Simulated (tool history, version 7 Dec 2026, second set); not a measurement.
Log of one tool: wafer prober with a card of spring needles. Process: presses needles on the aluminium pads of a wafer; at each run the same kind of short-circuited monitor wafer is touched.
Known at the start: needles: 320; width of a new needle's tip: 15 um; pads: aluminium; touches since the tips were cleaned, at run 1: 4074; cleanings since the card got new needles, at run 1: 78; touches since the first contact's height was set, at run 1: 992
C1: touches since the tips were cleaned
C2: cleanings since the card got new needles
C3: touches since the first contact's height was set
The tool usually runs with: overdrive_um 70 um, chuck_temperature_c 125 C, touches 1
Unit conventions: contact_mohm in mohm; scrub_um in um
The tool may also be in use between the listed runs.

{"run": 1, "hour": 0.0, "overdrive_um": 70, "chuck_temperature_c": 125, "touches": 1, "C1": 4074, "C2": 78, "C3": 992, "contact_mohm": 279, "scrub_um": 8.54}
{"hour": 2.3, "done": "tips cleaned on abrasive film"}
{"hour": 11.4, "done": "tips cleaned on abrasive film"}
{"hour": 22.7, "done": "tips cleaned on abrasive film"}
{"hour": 34.0, "done": "tips cleaned on abrasive film"}
{"run": 2, "hour": 38.3, "overdrive_um": 70, "chuck_temperature_c": 125, "touches": 1, "C1": 1938, "C2": 82, "C3": 18337, "contact_mohm": 269, "scrub_um": 8.5}
{"hour": 45.1, "done": "tips cleaned on abrasive film"}
{"hour": 56.4, "done": "tips cleaned on abrasive film"}
{"hour": 65.5, "done": "tips cleaned on abrasive film"}
{"hour": 74.5, "done": "tips cleaned on abrasive film"}
{"hour": 85.9, "done": "tips cleaned on abrasive film"}
{"hour": 95.9, "done": "tips cleaned on abrasive film"}
{"run": 3, "hour": 95.9, "overdrive_um": 70, "chuck_temperature_c": 125, "touches": 1, "C1": 0, "C2": 88, "C3": 44441, "contact_mohm": 248, "scrub_um": 8.45}
{"hour": 104.9, "done": "tips cleaned on abrasive film"}
{"hour": 114.0, "done": "tips cleaned on abrasive film"}
{"hour": 125.3, "done": "tips cleaned on abrasive film"}
{"hour": 135.4, "done": "tips cleaned on abrasive film"}
{"run": 4, "hour": 135.4, "overdrive_um": 59, "chuck_temperature_c": 125, "touches": 1, "C1": 0, "C2": 92, "C3": 62380, "contact_mohm": 249, "scrub_um": 7.05}
{"hour": 146.7, "done": "tips cleaned on abrasive film"}
{"hour": 158.0, "done": "tips cleaned on abrasive film"}
{"hour": 169.4, "done": "tips cleaned on abrasive film"}
{"hour": 180.7, "done": "tips cleaned on abrasive film"}
{"hour": 189.7, "done": "tips cleaned on abrasive film"}
{"run": 5, "hour": 198.0, "overdrive_um": 70, "chuck_temperature_c": 66, "touches": 1, "C1": 3779, "C2": 97, "C3": 90811, "contact_mohm": 268, "scrub_um": 8.35}
{"hour": 200.3, "done": "tips cleaned on abrasive film"}
{"hour": 209.4, "done": "tips cleaned on abrasive film"}
{"hour": 220.7, "done": "tips cleaned on abrasive film"}
{"hour": 229.8, "done": "tips cleaned on abrasive film"}
{"hour": 241.1, "done": "tips cleaned on abrasive film"}
{"hour": 252.4, "done": "tips cleaned on abrasive film"}
{"run": 6, "hour": 253.4, "overdrive_um": 70, "chuck_temperature_c": 66, "touches": 1, "C1": 448, "C2": 103, "C3": 115909, "contact_mohm": 241, "scrub_um": 8.31}
{"hour": 262.4, "done": "tips cleaned on abrasive film"}
{"hour": 271.5, "done": "tips cleaned on abrasive film"}
{"hour": 280.6, "done": "tips cleaned on abrasive film"}
{"hour": 291.9, "done": "tips cleaned on abrasive film"}
{"hour": 303.2, "done": "tips cleaned on abrasive film"}
{"run": 7, "hour": 308.6, "overdrive_um": 70, "chuck_temperature_c": 68, "touches": 1, "C1": 2473, "C2": 108, "C3": 140978, "contact_mohm": 266, "scrub_um": 8.25}
{"hour": 313.2, "done": "tips cleaned on abrasive film"}
{"hour": 322.3, "done": "tips cleaned on abrasive film"}
{"hour": 333.6, "done": "tips cleaned on abrasive film"}
{"hour": 344.9, "done": "tips cleaned on abrasive film"}
{"hour": 354.0, "done": "tips cleaned on abrasive film"}
{"hour": 363.1, "done": "tips cleaned on abrasive film"}
{"run": 8, "hour": 363.1, "overdrive_um": 70, "chuck_temperature_c": 68, "touches": 1, "C1": 0, "C2": 114, "C3": 165665, "contact_mohm": 238, "scrub_um": 8.19}
{"hour": 374.4, "done": "tips cleaned on abrasive film"}
{"hour": 385.7, "done": "tips cleaned on abrasive film"}
{"run": 9, "hour": 390.3, "overdrive_um": 62, "chuck_temperature_c": 125, "touches": 1, "C1": 2105, "C2": 116, "C3": 178025, "contact_mohm": 284, "scrub_um": 7.21}
{"hour": 394.9, "done": "tips cleaned on abrasive film"}
{"hour": 406.2, "done": "tips cleaned on abrasive film"}
{"hour": 415.5, "done": "height of the first contact set anew"}
{"hour": 417.8, "done": "tips cleaned on abrasive film"}
{"hour": 429.1, "done": "tips cleaned on abrasive film"}
{"hour": 438.2, "done": "tips cleaned on abrasive film"}
{"hour": 448.3, "done": "tips cleaned on abrasive film"}
{"run": 10, "hour": 448.3, "overdrive_um": 62, "chuck_temperature_c": 125, "touches": 1, "C1": 0, "C2": 122, "C3": 14849, "contact_mohm": 253, "scrub_um": 7.04}
{"hour": 457.3, "done": "tips cleaned on abrasive film"}
{"hour": 468.7, "done": "tips cleaned on abrasive film"}
{"hour": 480.0, "done": "tips cleaned on abrasive film"}
{"hour": 491.3, "done": "tips cleaned on abrasive film"}
{"hour": 502.6, "done": "tips cleaned on abrasive film"}
{"run": 11, "hour": 507.4, "overdrive_um": 80, "chuck_temperature_c": 30, "touches": 1, "C1": 2224, "C2": 127, "C3": 41724, "contact_mohm": 249, "scrub_um": 9.19}
{"hour": 512.0, "done": "tips cleaned on abrasive film"}
{"hour": 521.1, "done": "tips cleaned on abrasive film"}
{"hour": 530.2, "done": "tips cleaned on abrasive film"}
{"hour": 539.2, "done": "tips cleaned on abrasive film"}
{"hour": 550.5, "done": "tips cleaned on abrasive film"}
{"hour": 561.2, "done": "height of the first contact set anew, once more"}
{"hour": 561.3, "done": "tips cleaned on abrasive film"}
{"run": 12, "hour": 561.3, "overdrive_um": 80, "chuck_temperature_c": 30, "touches": 1, "C1": 0, "C2": 133, "C3": 0, "contact_mohm": 226, "scrub_um": 9.74}
{"hour": 572.6, "done": "tips cleaned on abrasive film"}
{"hour": 583.9, "done": "tips cleaned on abrasive film"}
{"hour": 595.2, "done": "tips cleaned on abrasive film"}
{"hour": 606.5, "done": "tips cleaned on abrasive film"}
{"run": 13, "hour": 612.0, "overdrive_um": 68, "chuck_temperature_c": 125, "touches": 1, "C1": 2538, "C2": 137, "C3": 23080, "contact_mohm": 280, "scrub_um": 8.23}
{"hour": 616.6, "done": "tips cleaned on abrasive film"}
{"hour": 625.7, "done": "tips cleaned on abrasive film"}
{"hour": 634.8, "done": "tips cleaned on abrasive film"}
{"hour": 646.1, "done": "tips cleaned on abrasive film"}
{"hour": 655.1, "done": "tips cleaned on abrasive film"}
{"hour": 666.5, "done": "tips cleaned on abrasive film"}
{"hour": 676.3, "done": "tips cleaned on abrasive film"}
{"run": 14, "hour": 676.3, "overdrive_um": 68, "chuck_temperature_c": 125, "touches": 1, "C1": 0, "C2": 144, "C3": 52206, "contact_mohm": 247, "scrub_um": 8.17}
{"hour": 687.6, "done": "tips cleaned on abrasive film"}
{"hour": 696.7, "done": "tips cleaned on abrasive film"}
{"run": 15, "hour": 703.9, "overdrive_um": 56, "chuck_temperature_c": 27, "touches": 2, "C1": 3288, "C2": 146, "C3": 64736, "contact_mohm": 264, "scrub_um": 6.68}
{"hour": 706.2, "done": "tips cleaned on abrasive film"}
{"hour": 715.3, "done": "tips cleaned on abrasive film"}
{"hour": 726.6, "done": "tips cleaned on abrasive film"}
{"hour": 737.9, "done": "tips cleaned on abrasive film"}
{"run": 16, "hour": 742.0, "overdrive_um": 68, "chuck_temperature_c": 26, "touches": 1, "C1": 1891, "C2": 150, "C3": 82032, "contact_mohm": 259, "scrub_um": 8.12}

Run 17 is up next; what results do you expect?
{"hour": 748.9, "done": "tips cleaned on abrasive film"}
{"hour": 757.9, "done": "tips cleaned on abrasive film"}
{"hour": 769.3, "done": "tips cleaned on abrasive film"}
{"hour": 778.3, "done": "tips cleaned on abrasive film"}
{"run": 17, "hour": 781.2, "overdrive_um": 62, "chuck_temperature_c": 26, "touches": 1, "C1": 1333, "C2": 154, "C3": 99799, "contact_mohm": "?", "scrub_um": "?"}

contact_mohm: 247 mohm
scrub_um: 7.36 um
With no hidden state in the tool, this same run would have given contact_mohm 220 mohm, scrub_um 7.56 um.

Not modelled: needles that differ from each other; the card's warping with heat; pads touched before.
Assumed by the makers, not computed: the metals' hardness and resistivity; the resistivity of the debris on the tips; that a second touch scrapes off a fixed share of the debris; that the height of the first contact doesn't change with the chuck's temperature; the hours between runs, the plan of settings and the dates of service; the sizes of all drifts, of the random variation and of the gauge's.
